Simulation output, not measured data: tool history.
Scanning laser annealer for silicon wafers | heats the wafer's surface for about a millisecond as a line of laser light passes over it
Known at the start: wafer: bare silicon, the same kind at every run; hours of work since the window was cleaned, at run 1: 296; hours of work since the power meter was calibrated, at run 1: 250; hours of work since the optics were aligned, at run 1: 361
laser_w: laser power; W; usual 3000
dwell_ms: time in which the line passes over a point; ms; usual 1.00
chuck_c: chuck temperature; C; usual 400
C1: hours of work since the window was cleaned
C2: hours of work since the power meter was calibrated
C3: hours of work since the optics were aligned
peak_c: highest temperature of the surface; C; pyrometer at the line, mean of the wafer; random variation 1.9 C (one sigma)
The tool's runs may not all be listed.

{"run": 1, "day": 0.0, "laser_w": 3000, "dwell_ms": 1.0, "chuck_c": 400, "C1": 296, "C2": 250, "C3": 361, "peak_c": 1154}
{"run": 2, "day": 0.271, "laser_w": 3000, "dwell_ms": 1.0, "chuck_c": 390, "C1": 301, "C2": 255, "C3": 366, "peak_c": 1145}
{"run": 3, "day": 0.779, "laser_w": 3138, "dwell_ms": 1.0, "chuck_c": 400, "C1": 311, "C2": 265, "C3": 376, "peak_c": 1187}
{"run": 4, "day": 1.129, "laser_w": 3138, "dwell_ms": 1.0, "chuck_c": 400, "C1": 317, "C2": 271, "C3": 382, "peak_c": 1188}
{"run": 5, "day": 1.475, "laser_w": 3138, "dwell_ms": 1.0, "chuck_c": 400, "C1": 324, "C2": 278, "C3": 389, "peak_c": 1191}
{"run": 6, "day": 1.754, "laser_w": 3138, "dwell_ms": 1.0, "chuck_c": 400, "C1": 329, "C2": 283, "C3": 394, "peak_c": 1191}
{"run": 7, "day": 2.196, "laser_w": 3000, "dwell_ms": 1.0, "chuck_c": 400, "C1": 337, "C2": 291, "C3": 403, "peak_c": 1151}
{"run": 8, "day": 2.433, "laser_w": 3000, "dwell_ms": 1.0, "chuck_c": 400, "C1": 342, "C2": 296, "C3": 407, "peak_c": 1154}
{"run": 9, "day": 2.888, "laser_w": 3000, "dwell_ms": 1.0, "chuck_c": 375, "C1": 350, "C2": 304, "C3": 416, "peak_c": 1124}
{"run": 10, "day": 3.117, "laser_w": 3000, "dwell_ms": 1.0, "chuck_c": 375, "C1": 355, "C2": 309, "C3": 420, "peak_c": 1128}
{"run": 11, "day": 3.529, "laser_w": 3109, "dwell_ms": 1.21, "chuck_c": 375, "C1": 362, "C2": 317, "C3": 428, "peak_c": 1241}
{"day": 3.762, "done": "optics aligned, line set to its width"}
{"run": 12, "day": 4.083, "laser_w": 2690, "dwell_ms": 1.17, "chuck_c": 367, "C1": 369, "C2": 323, "C3": 6, "peak_c": 1103}
{"run": 13, "day": 4.471, "laser_w": 2571, "dwell_ms": 1.03, "chuck_c": 435, "C1": 376, "C2": 330, "C3": 13, "peak_c": 1093}
{"run": 14, "day": 4.925, "laser_w": 3132, "dwell_ms": 0.73, "chuck_c": 380, "C1": 385, "C2": 339, "C3": 22, "peak_c": 1045}
{"run": 15, "day": 5.454, "laser_w": 2840, "dwell_ms": 1.0, "chuck_c": 400, "C1": 395, "C2": 349, "C3": 32, "peak_c": 1111}
{"run": 16, "day": 5.708, "laser_w": 2840, "dwell_ms": 1.0, "chuck_c": 400, "C1": 400, "C2": 354, "C3": 37, "peak_c": 1113}
{"run": 17, "day": 6.079, "laser_w": 2982, "dwell_ms": 1.02, "chuck_c": 400, "C1": 407, "C2": 361, "C3": 44, "peak_c": 1152}

The same runs without the tool's hidden state, with the same run-to-run variation:
The hidden state here: light that passes the window, % of a clean one's; laser's true power over the reading, %; width of the line over the set one, %; drift of the gauge itself on peak_c, C.
run=1 peak_c=1168
run=2 peak_c=1158
run=3 peak_c=1202
run=4 peak_c=1203
run=5 peak_c=1206
run=6 peak_c=1206
run=7 peak_c=1166
run=8 peak_c=1169
run=9 peak_c=1139
run=10 peak_c=1143
run=11 peak_c=1259
run=12 peak_c=1119
run=13 peak_c=1108
run=14 peak_c=1060
run=15 peak_c=1128
run=16 peak_c=1130
run=17 peak_c=1171
